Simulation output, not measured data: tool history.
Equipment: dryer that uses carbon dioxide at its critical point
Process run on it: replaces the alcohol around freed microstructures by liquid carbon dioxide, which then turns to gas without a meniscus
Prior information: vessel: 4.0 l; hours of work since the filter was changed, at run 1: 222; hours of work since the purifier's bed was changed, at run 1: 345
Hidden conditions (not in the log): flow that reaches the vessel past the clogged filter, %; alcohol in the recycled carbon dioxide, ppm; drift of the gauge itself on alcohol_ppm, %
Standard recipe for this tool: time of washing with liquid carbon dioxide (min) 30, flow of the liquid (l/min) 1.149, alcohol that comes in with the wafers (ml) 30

| run | day | time of washing with liquid carbon dioxide (min) | flow of the liquid (l/min) | alcohol that comes in with the wafers (ml) | hours of work since the filter was changed | hours of work since the purifier's bed was changed | alcohol left in the vessel before it's heated (ppm by volume) |
|---|---|---|---|---|---|---|---|
| 1 | 0 | 30 | 1.149 | 30 | 222 | 345 | 75 |
| 2 | 0.758 | 30 | 1.53 | 30 | 232 | 355 | 82 |
| 3 | 1.929 | 30 | 1.149 | 82 | 246 | 370 | 93 |
| 4 | 2.879 | 30 | 1.149 | 82 | 258 | 382 | 87 |
| 5 | 3.675 | 30 | 0.94 | 30 | 268 | 392 | 97 |
| 6 | 4.858 | 30 | 0.94 | 113 | 283 | 407 | 134 |
| 7 | 6.112 | 30 | 0.94 | 113 | 299 | 423 | 134 |
| 8 | 7.004 | 30 | 1.88 | 113 | 311 | 434 | 97 |
| 9 | 7.596 | 30 | 1.88 | 113 | 318 | 441 | 105 |
|  | 8.008 | inlet filter changed |
| 10 | 8.304 | 30 | 1.88 | 113 | 4 | 450 | 105 |
| 11 | 9.054 | 20 | 1.88 | 113 | 13 | 459 | 109 |
| 12 | 10.308 | 20 | 1.88 | 113 | 29 | 475 | 109 |
| 13 | 11.25 | 20 | 1.88 | 113 | 41 | 487 | 112 |
| 14 | 11.983 | 30 | 1.149 | 35 | 50 | 496 | 122 |
| 15 | 12.542 | 30 | 1.149 | 35 | 57 | 503 | 124 |
| 16 | 13.304 | 30 | 1.149 | 35 | 67 | 513 | 110 |
| 17 | 14.017 | 30 | 1.149 | 35 | 76 | 522 | 125 |
| 18 | 14.538 | 30 | 1.149 | 35 | 83 | 529 | 115 |
| 19 | 15.338 | 30 | 1.149 | 35 | 93 | 539 | 128 |
| 20 | 15.867 | 30 | 1.149 | 35 | 100 | 545 | 130 |
| 21 | 16.608 | 30 | 1.149 | 35 | 109 | 555 | 118 |
| 22 | 17.558 | 30 | 0.88 | 30 | 121 | 567 | 143 |
| 23 | 18.129 | 30 | 0.88 | 30 | 128 | 574 | 152 |
| 24 | 19.333 | 30 | 0.88 | 30 | 143 | 589 | 136 |
| 25 | 20.525 | 30 | 0.88 | 30 | 159 | 605 | 142 |
| 26 | 21.317 | 30 | 0.88 | 30 | 169 | 615 | 144 |
| 27 | 22.246 | 47 | 0.88 | 28 | 180 | 626 | 135 |
| 28 | 23.117 | 23 | 1.62 | 94 | 191 | 637 | 139 |
| 29 | 23.712 | 23 | 1.62 | 94 | 199 | 645 | 141 |
| 30 | 24.646 | 23 | 1.35 | 30 | 211 | 657 | 152 |
| 31 | 25.642 | 28 | 1.34 | 21 | 223 | 669 | 151 |
| 32 | 26.538 | 28 | 0.8 | 30 | 235 | 681 | 181 |
| 33 | 27.562 | 28 | 0.8 | 30 | 248 | 694 | 197 |
| 34 | 28.45 | 21 | 1.149 | 30 | 259 | 705 | 172 |
| 35 | 29.3 | 38 | 1.24 | 43 | 270 | 716 | 158 |
| 36 | 30.367 | 18 | 0.9 | 43 | 283 | 729 | 421 |
| 37 | 31.412 | 18 | 0.9 | 43 | 296 | 742 | 409 |
| 38 | 32.421 | 19 | 1.149 | 100 | 309 | 755 | 323 |
| 39 | 33.338 | 20 | 1.74 | 119 | 321 | 767 | 177 |
|  | 33.538 | inlet filter changed |
| 40 | 34.162 | 20 | 1.74 | 119 | 8 | 777 | 182 |
| 41 | 34.779 | 20 | 1.74 | 119 | 16 | 784 | 177 |
| 42 | 35.896 | 30 | 1.11 | 55 | 30 | 799 | 179 |
| 43 | 36.925 | 27 | 0.75 | 117 | 43 | 812 | 392 |
| 44 | 37.862 | 27 | 1.91 | 87 | 55 | 824 | 179 |
| 45 | 38.617 | 24 | 1.74 | 42 | 64 | 833 | 175 |
| 46 | 39.425 | 19 | 1.06 | 44 | 75 | 843 | 271 |
| 47 | 40.183 | 30 | 1.149 | 101 | 84 | 853 | 200 |
| 48 | 41.404 | 30 | 1.149 | 21 | 100 | 868 | 184 |

Entry by entry between the runs, the difference in hidden state between the last listed run before and the first listed run after:
From run 9 to run 10: inlet filter changed (day 8.008)
  flow that reaches the vessel past the clogged filter, %: 92.9 -> 99.4; alcohol in the recycled carbon dioxide, ppm: 100.4 -> 102.2
  measured minus no-state result, alcohol left in the vessel before it's heated (ppm by volume): +95 -> +97
From run 39 to run 40: inlet filter changed (day 33.538)
  flow that reaches the vessel past the clogged filter, %: 92.7 -> 99.4; alcohol in the recycled carbon dioxide, ppm: 165.9 -> 167.9
  measured minus no-state result, alcohol left in the vessel before it's heated (ppm by volume): +166 -> +166
